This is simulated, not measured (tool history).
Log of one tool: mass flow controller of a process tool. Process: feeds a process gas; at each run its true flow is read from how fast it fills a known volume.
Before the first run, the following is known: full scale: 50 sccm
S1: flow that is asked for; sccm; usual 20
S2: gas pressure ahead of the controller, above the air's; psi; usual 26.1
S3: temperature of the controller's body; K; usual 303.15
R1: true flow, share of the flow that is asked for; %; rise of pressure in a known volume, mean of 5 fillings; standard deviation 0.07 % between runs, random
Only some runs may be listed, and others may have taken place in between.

run,hour,S1,S2,S3,R1
1,0.0,20,26.1,303.15,98.96
2,192.2,46,26.1,303.15,100.67
3,377.5,46,26.1,303.15,100.63
4,480.7,46,26.1,303.15,100.72
5,579.9,20,26.1,303.15,99.18
6,693.1,20,26.1,311.15,100.39
7,851.7,20,26.1,311.15,100.48
8,988.8,20,26.1,311.15,100.48
9,1158.0,48,26.1,311.15,102.08
10,1372.6,20,30.7,303.15,99.57
11,1601.6,20,26.1,303.15,99.84
12,1722.5,20,26.1,303.15,99.95
13,1917.8,20,26.1,303.15,100.07
14,2050.0,20,26.1,303.15,100.29
15,2228.9,32,26.1,303.15,100.97
16,2463.0,20,26.1,303.15,100.39
17,2648.8,11,26.1,303.15,99.92
18,2778.9,11,37.4,303.15,99.51
19,2959.1,11,37.4,303.15,99.61
20,3160.8,11,37.4,303.15,99.70
21,3288.6,23,26.1,303.15,101.03
22,3412.0,23,26.7,300.15,100.64
23,3621.5,30,38.7,297.15,100.38
24,3799.1,30,38.7,297.15,100.37
25,3950.7,30,38.7,297.15,100.48
26,4062.4,7,25.5,303.15,100.44
27,4244.8,10,20.6,305.15,101.35
28,4356.9,20,22.9,297.15,100.84
29,4542.5,20,22.9,297.15,101.11
30,4759.0,22,29.6,308.15,102.09
31,4915.6,20,29.6,308.15,102.19
32,5130.4,20,40.3,303.15,101.04
# hour 5176.6: gauge calibrated
33,5231.1,20,40.3,303.15,98.28
34,5378.0,14,25.5,298.15,98.18
35,5568.2,14,25.5,298.15,98.29
# hour 5650.9: controller exchanged for a calibrated one
36,5803.6,9,26.1,294.15,97.82
37,5966.0,9,26.1,294.15,97.83
38,6163.9,9,26.1,294.15,97.94
39,6381.9,37,29.3,303.15,100.58
40,6552.5,37,32.2,303.15,100.37
41,6673.4,14,35.1,298.15,98.45
42,6905.0,14,37.7,300.15,98.74

Branching from run 42: 3 alternative next runs. What would each branch give?
A,7011.6,35,26.5,295.15,?
B,7011.6,7,32.1,298.15,?
C,7011.6,34,37.7,300.15,?

run,R1
A,100.00
B,98.53
C,99.91
Stripped of hidden state, with their random variation kept, the same runs would have yielded:
run,R1
A,98.99
B,97.54
C,98.90
